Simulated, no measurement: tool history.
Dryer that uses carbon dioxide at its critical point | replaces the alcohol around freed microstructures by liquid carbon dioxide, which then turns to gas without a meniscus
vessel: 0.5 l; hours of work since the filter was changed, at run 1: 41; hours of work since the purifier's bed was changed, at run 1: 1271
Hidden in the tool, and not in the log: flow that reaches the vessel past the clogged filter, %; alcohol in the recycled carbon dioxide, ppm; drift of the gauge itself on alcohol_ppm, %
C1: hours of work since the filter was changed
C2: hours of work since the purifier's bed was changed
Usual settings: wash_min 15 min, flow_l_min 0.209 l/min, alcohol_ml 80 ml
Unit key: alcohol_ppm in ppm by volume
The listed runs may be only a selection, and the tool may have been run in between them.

run 1 hour=0 | wash_min=15 flow_l_min=0.209 alcohol_ml=80 | C1=41 C2=1271 | alcohol_ppm=663
run 2 hour=33.6 | wash_min=19 flow_l_min=0.209 alcohol_ml=80 | C1=64 C2=1294 | alcohol_ppm=304
run 3 hour=79.9 | wash_min=19 flow_l_min=0.209 alcohol_ml=80 | C1=95 C2=1325 | alcohol_ppm=329
run 4 hour=107.1 | wash_min=19 flow_l_min=0.209 alcohol_ml=80 | C1=114 C2=1343 | alcohol_ppm=338
run 5 hour=139 | wash_min=19 flow_l_min=0.209 alcohol_ml=80 | C1=135 C2=1365 | alcohol_ppm=342
run 6 hour=189.1 | wash_min=15 flow_l_min=0.209 alcohol_ml=42 | C1=169 C2=1399 | alcohol_ppm=528
run 7 hour=214.4 | wash_min=15 flow_l_min=0.209 alcohol_ml=80 | C1=187 C2=1416 | alcohol_ppm=812
run 8 hour=252 | wash_min=15 flow_l_min=0.209 alcohol_ml=80 | C1=212 C2=1442 | alcohol_ppm=881
run 9 hour=299.8 | wash_min=15 flow_l_min=0.209 alcohol_ml=80 | C1=244 C2=1474 | alcohol_ppm=931
-- hour=340.9 purifier's bed changed
run 10 hour=352.5 | wash_min=15 flow_l_min=0.209 alcohol_ml=91 | C1=278 C2=8 | alcohol_ppm=826
run 11 hour=379.5 | wash_min=15 flow_l_min=0.209 alcohol_ml=91 | C1=296 C2=26 | alcohol_ppm=888
run 12 hour=404 | wash_min=15 flow_l_min=0.209 alcohol_ml=91 | C1=313 C2=43 | alcohol_ppm=905
run 13 hour=445.7 | wash_min=15 flow_l_min=0.209 alcohol_ml=80 | C1=341 C2=71 | alcohol_ppm=862
run 14 hour=477.3 | wash_min=14 flow_l_min=0.209 alcohol_ml=80 | C1=363 C2=92 | alcohol_ppm=1240
-- hour=486.5 inlet filter changed
run 15 hour=512.6 | wash_min=15 flow_l_min=0.127 alcohol_ml=80 | C1=18 C2=116 | alcohol_ppm=4638
run 16 hour=535.6 | wash_min=15 flow_l_min=0.209 alcohol_ml=80 | C1=33 C2=131 | alcohol_ppm=458
run 17 hour=582.6 | wash_min=15 flow_l_min=0.209 alcohol_ml=80 | C1=65 C2=163 | alcohol_ppm=495
run 18 hour=617.6 | wash_min=15 flow_l_min=0.209 alcohol_ml=80 | C1=89 C2=187 | alcohol_ppm=520
run 19 hour=645.4 | wash_min=15 flow_l_min=0.209 alcohol_ml=80 | C1=108 C2=206 | alcohol_ppm=535
run 20 hour=677.9 | wash_min=15 flow_l_min=0.209 alcohol_ml=80 | C1=130 C2=228 | alcohol_ppm=590
run 21 hour=718.7 | wash_min=15 flow_l_min=0.209 alcohol_ml=75 | C1=157 C2=255 | alcohol_ppm=586
run 22 hour=756.4 | wash_min=15 flow_l_min=0.209 alcohol_ml=80 | C1=183 C2=281 | alcohol_ppm=650
run 23 hour=779.7 | wash_min=15 flow_l_min=0.209 alcohol_ml=80 | C1=199 C2=297 | alcohol_ppm=677
run 24 hour=815.9 | wash_min=15 flow_l_min=0.209 alcohol_ml=80 | C1=223 C2=321 | alcohol_ppm=721
run 25 hour=865.7 | wash_min=15 flow_l_min=0.209 alcohol_ml=80 | C1=257 C2=355 | alcohol_ppm=760
run 26 hour=896.7 | wash_min=11 flow_l_min=0.338 alcohol_ml=107 | C1=278 C2=376 | alcohol_ppm=378
run 27 hour=937.7 | wash_min=15 flow_l_min=0.133 alcohol_ml=119 | C1=306 C2=404 | alcohol_ppm=8306
run 28 hour=980.9 | wash_min=15 flow_l_min=0.209 alcohol_ml=40 | C1=335 C2=433 | alcohol_ppm=491
run 29 hour=1006.3 | wash_min=10 flow_l_min=0.152 alcohol_ml=27 | C1=352 C2=450 | alcohol_ppm=4514
-- hour=1028.2 inlet filter changed
run 30 hour=1028.2 | wash_min=10 flow_l_min=0.2 alcohol_ml=27 | C1=0 C2=465 | alcohol_ppm=1254
run 31 hour=1067 | wash_min=13 flow_l_min=0.199 alcohol_ml=27 | C1=26 C2=491 | alcohol_ppm=502
run 32 hour=1091.1 | wash_min=13 flow_l_min=0.324 alcohol_ml=27 | C1=43 C2=507 | alcohol_ppm=114
run 33 hour=1137.2 | wash_min=19 flow_l_min=0.346 alcohol_ml=27 | C1=74 C2=538 | alcohol_ppm=96
run 34 hour=1181.2 | wash_min=17 flow_l_min=0.209 alcohol_ml=44 | C1=104 C2=568 | alcohol_ppm=222
run 35 hour=1216.7 | wash_min=21 flow_l_min=0.129 alcohol_ml=52 | C1=128 C2=592 | alcohol_ppm=936
run 36 hour=1240 | wash_min=9 flow_l_min=0.129 alcohol_ml=62 | C1=144 C2=608 | alcohol_ppm=15978
run 37 hour=1260.3 | wash_min=9 flow_l_min=0.129 alcohol_ml=62 | C1=157 C2=622 | alcohol_ppm=15970
run 38 hour=1310.1 | wash_min=15 flow_l_min=0.136 alcohol_ml=80 | C1=191 C2=656 | alcohol_ppm=4598
run 39 hour=1330.5 | wash_min=10 flow_l_min=0.146 alcohol_ml=95 | C1=205 C2=669 | alcohol_ppm=14796
run 40 hour=1369.7 | wash_min=10 flow_l_min=0.146 alcohol_ml=95 | C1=231 C2=696 | alcohol_ppm=15331
run 41 hour=1404.4 | wash_min=16 flow_l_min=0.244 alcohol_ml=80 | C1=255 C2=719 | alcohol_ppm=293
run 42 hour=1449 | wash_min=14 flow_l_min=0.209 alcohol_ml=63 | C1=285 C2=750 | alcohol_ppm=963
run 43 hour=1478 | wash_min=14 flow_l_min=0.209 alcohol_ml=63 | C1=305 C2=769 | alcohol_ppm=990
run 44 hour=1511 | wash_min=14 flow_l_min=0.209 alcohol_ml=63 | C1=327 C2=792 | alcohol_ppm=1094
run 45 hour=1544.5 | wash_min=14 flow_l_min=0.209 alcohol_ml=63 | C1=350 C2=814 | alcohol_ppm=1093
-- hour=1570.6 inlet filter changed
run 46 hour=1595.7 | wash_min=13 flow_l_min=0.27 alcohol_ml=26 | C1=17 C2=848 | alcohol_ppm=199
run 47 hour=1620.1 | wash_min=13 flow_l_min=0.27 alcohol_ml=26 | C1=34 C2=865 | alcohol_ppm=204
run 48 hour=1664 | wash_min=13 flow_l_min=0.27 alcohol_ml=26 | C1=63 C2=895 | alcohol_ppm=223

Branching from run 48: 3 alternative next runs. What would each branch give?
run A hour=1698.1 | wash_min=13 flow_l_min=0.27 alcohol_ml=26 | C1=86 C2=918 | alcohol_ppm=?
run B hour=1698.1 | wash_min=20 flow_l_min=0.154 alcohol_ml=116 | C1=86 C2=918 | alcohol_ppm=?
run C hour=1698.1 | wash_min=13 flow_l_min=0.329 alcohol_ml=56 | C1=86 C2=918 | alcohol_ppm=?

run=A alcohol_ppm=220
run=B alcohol_ppm=967
run=C alcohol_ppm=183
Take away the tool's hidden state, keep each run's random variation, and the runs would have read:
run=A alcohol_ppm=62
run=B alcohol_ppm=684
run=C alcohol_ppm=29
